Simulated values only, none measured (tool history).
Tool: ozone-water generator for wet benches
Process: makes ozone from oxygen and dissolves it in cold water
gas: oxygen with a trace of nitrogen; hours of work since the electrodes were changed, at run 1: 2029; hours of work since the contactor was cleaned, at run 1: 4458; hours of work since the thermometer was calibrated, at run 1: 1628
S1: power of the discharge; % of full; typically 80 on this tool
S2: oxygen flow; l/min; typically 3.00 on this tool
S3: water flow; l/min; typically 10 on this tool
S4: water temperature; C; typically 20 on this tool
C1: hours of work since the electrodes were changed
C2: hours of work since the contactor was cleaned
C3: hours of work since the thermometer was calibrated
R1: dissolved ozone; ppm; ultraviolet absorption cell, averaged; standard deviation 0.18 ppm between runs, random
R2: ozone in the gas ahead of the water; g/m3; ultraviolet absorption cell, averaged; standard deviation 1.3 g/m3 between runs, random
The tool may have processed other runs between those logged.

| run | day | S1 | S2 | S3 | S4 | C1 | C2 | C3 | R1 | R2 |
|---|---|---|---|---|---|---|---|---|---|---|
| 1 | 0.000 | 80 | 3.00 | 10 | 20 | 2029 | 4458 | 1628 | 25.5 | 238.4 |
| 2 | 2.804 | 80 | 3.00 | 10 | 20 | 2073 | 4503 | 1673 | 25.3 | 238.8 |
| 3 | 5.062 | 80 | 3.00 | 10 | 20 | 2109 | 4539 | 1709 | 25.5 | 237.6 |
| 4 | 7.654 | 80 | 3.00 | 10 | 20 | 2151 | 4580 | 1750 | 25.6 | 240.1 |
| 5 | 9.538 | 80 | 3.00 | 10 | 20 | 2181 | 4610 | 1780 | 25.4 | 239.8 |
| 6 | 10.938 | 80 | 3.00 | 10 | 20 | 2203 | 4633 | 1803 | 25.5 | 239.3 |
| 7 | 13.908 | 80 | 4.60 | 10 | 20 | 2250 | 4680 | 1850 | 27.1 | 208.2 |
| 8 | 17.346 | 80 | 4.60 | 10 | 20 | 2305 | 4735 | 1905 | 26.9 | 207.9 |
| 9 | 19.517 | 80 | 4.60 | 10 | 20 | 2340 | 4770 | 1939 | 27.1 | 210.1 |
| 10 | 22.238 | 80 | 3.00 | 10 | 12 | 2383 | 4813 | 1983 | 28.9 | 240.2 |
| 11 | 25.692 | 80 | 3.00 | 10 | 12 | 2438 | 4868 | 2038 | 28.9 | 240.1 |
| 12 | 27.621 | 47 | 3.00 | 10 | 20 | 2469 | 4899 | 2069 | 16.1 | 152.6 |
| 13 | 30.092 | 47 | 3.00 | 10 | 20 | 2508 | 4938 | 2108 | 16.3 | 153.3 |
| 14 | 31.929 | 47 | 3.00 | 10 | 20 | 2538 | 4967 | 2137 | 16.2 | 152.8 |
| 15 | 35.300 | 61 | 3.00 | 10 | 20 | 2591 | 5021 | 2191 | 20.3 | 191.2 |
| 16 | 38.654 | 80 | 3.38 | 10 | 20 | 2645 | 5075 | 2244 | 25.9 | 230.7 |
| 17 | 41.162 | 80 | 3.38 | 10 | 20 | 2685 | 5115 | 2284 | 26.0 | 228.0 |
| 18 | 44.046 | 84 | 3.00 | 12 | 20 | 2731 | 5161 | 2330 | 22.9 | 249.4 |
| 19 | 46.454 | 84 | 2.03 | 14 | 20 | 2769 | 5199 | 2369 | 18.4 | 280.6 |
| 20 | 49.475 | 59 | 3.00 | 10 | 20 | 2817 | 5247 | 2417 | 19.7 | 183.5 |
| 21 | 50.971 | 45 | 3.69 | 12 | 14 | 2841 | 5271 | 2441 | 15.4 | 136.1 |
| 22 | 52.575 | 71 | 3.69 | 14 | 14 | 2867 | 5296 | 2466 | 20.4 | 200.1 |
| 23 | 55.900 | 71 | 3.89 | 14 | 19 | 2920 | 5350 | 2519 | 19.6 | 199.2 |
| 24 | 58.200 | 42 | 3.41 | 8 | 20 | 2956 | 5386 | 2556 | 17.3 | 131.4 |
| 25 | 61.133 | 42 | 3.41 | 8 | 20 | 3003 | 5433 | 2603 | 17.3 | 133.8 |
| 26 | 63.821 | 42 | 3.41 | 8 | 20 | 3046 | 5476 | 2646 | 17.0 | 133.2 |
| 27 | 66.079 | 42 | 3.41 | 8 | 20 | 3082 | 5512 | 2682 | 17.2 | 132.0 |
|  | 67.392 | contactor cleaned |
| 28 | 68.296 | 57 | 3.00 | 10 | 20 | 3115 | 14 | 2714 | 19.2 | 179.3 |
| 29 | 70.929 | 80 | 3.00 | 10 | 14 | 3157 | 56 | 2756 | 28.1 | 240.4 |
| 30 | 73.971 | 84 | 3.22 | 12 | 13 | 3205 | 105 | 2805 | 26.0 | 245.9 |
| 31 | 75.408 | 84 | 3.22 | 12 | 13 | 3228 | 128 | 2828 | 26.3 | 243.5 |
| 32 | 76.804 | 80 | 3.00 | 6 | 20 | 3250 | 150 | 2850 | 34.8 | 240.4 |

Forecast each of these 4 alternatives for the next run:
| A | 79.767 | 49 | 3.00 | 14 | 13 | 3298 | 197 | 2897 | ? | ? |
| B | 79.767 | 65 | 3.73 | 10 | 20 | 3298 | 197 | 2897 | ? | ? |
| C | 79.767 | 98 | 5.04 | 6 | 22 | 3298 | 197 | 2897 | ? | ? |
| D | 79.767 | 66 | 3.00 | 10 | 22 | 3298 | 197 | 2897 | ? | ? |

| run | R1 | R2 |
|---|---|---|
| A | 14.3 | 157.8 |
| B | 22.2 | 185.6 |
| C | 39.3 | 243.8 |
| D | 21.1 | 202.4 |
With the hidden condition removed and each run's random variation left untouched, the same runs would have given:
| run | R1 | R2 |
|---|---|---|
| A | 14.4 | 157.9 |
| B | 22.2 | 185.7 |
| C | 39.4 | 244.0 |
| D | 21.2 | 202.5 |
